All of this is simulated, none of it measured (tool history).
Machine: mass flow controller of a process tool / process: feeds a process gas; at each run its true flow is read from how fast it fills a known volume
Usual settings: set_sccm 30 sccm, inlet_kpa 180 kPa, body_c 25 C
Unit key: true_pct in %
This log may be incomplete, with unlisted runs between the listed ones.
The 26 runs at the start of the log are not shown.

run     hour  set_sccm  inlet_kpa  body_c  hours of work since the controller was set to zero  hours of work since the controller was changed  true_pct
        7288  -- controller's zero set anew
 27     7541        29        222      29                                                  95                                            6857     97.25
 28   7838.1        14        187      37                                                 207                                            6969     96.82
 29   8216.2        14        187      37                                                 349                                            7111     96.75
 30   8580.8        51        201      25                                                 487                                            7248     97.71
 31   8785.2        51        201      25                                                 564                                            7325      97.6
 32   9147.1        51        201      25                                                 700                                            7461     97.54
 33   9461.1        30        173      20                                                 818                                            7580     96.23
 34     9822        70        259      28                                                 954                                            7715     98.23
 35  10180.6        23        180      25                                                1089                                            7850     96.03
 36  10372.6        53        215      30                                                1161                                            7923     97.68
 37  10771.5        35        185      28                                                1311                                            8073     96.78
 38  11090.4        35        185      28                                                1432                                            8193     96.69
 39  11330.9        12        208      27                                                1522                                            8284     94.44
 40  11636.8        10        203      27                                                1637                                            8399     93.67
 41  11949.6        14        277      21                                                1755                                            8516     94.47
 42  12214.2        57        180      25                                                1855                                            8616     97.28
 43  12381.3        38        185      25                                                1918                                            8679     96.41
 44    12741        38        185      25                                                2053                                            8814     96.39
 45  13053.6        38        185      25                                                2171                                            8932     96.31
 46  13362.1        26        193      25                                                2287                                            9048     95.36
 47  13656.2        30        216      25                                                2398                                            9159      95.7

Alternative continuations, all from the tool just after run 47; predict every row:
  A  13837.9        30        215      39                                                2466                                            9227         ?
  B  13837.9        30        200      25                                                2466                                            9227         ?
  C  13837.9        18        226      33                                                2466                                            9227         ?
  D  13837.9        30        243      25                                                2466                                            9227         ?

run  true_pct
  A     96.23
  B     95.56
  C     94.69
  D     95.69
Stripped of hidden state, with their random variation kept, the same runs would have yielded:
run  true_pct
  A     98.36
  B     97.69
  C     97.71
  D     97.82

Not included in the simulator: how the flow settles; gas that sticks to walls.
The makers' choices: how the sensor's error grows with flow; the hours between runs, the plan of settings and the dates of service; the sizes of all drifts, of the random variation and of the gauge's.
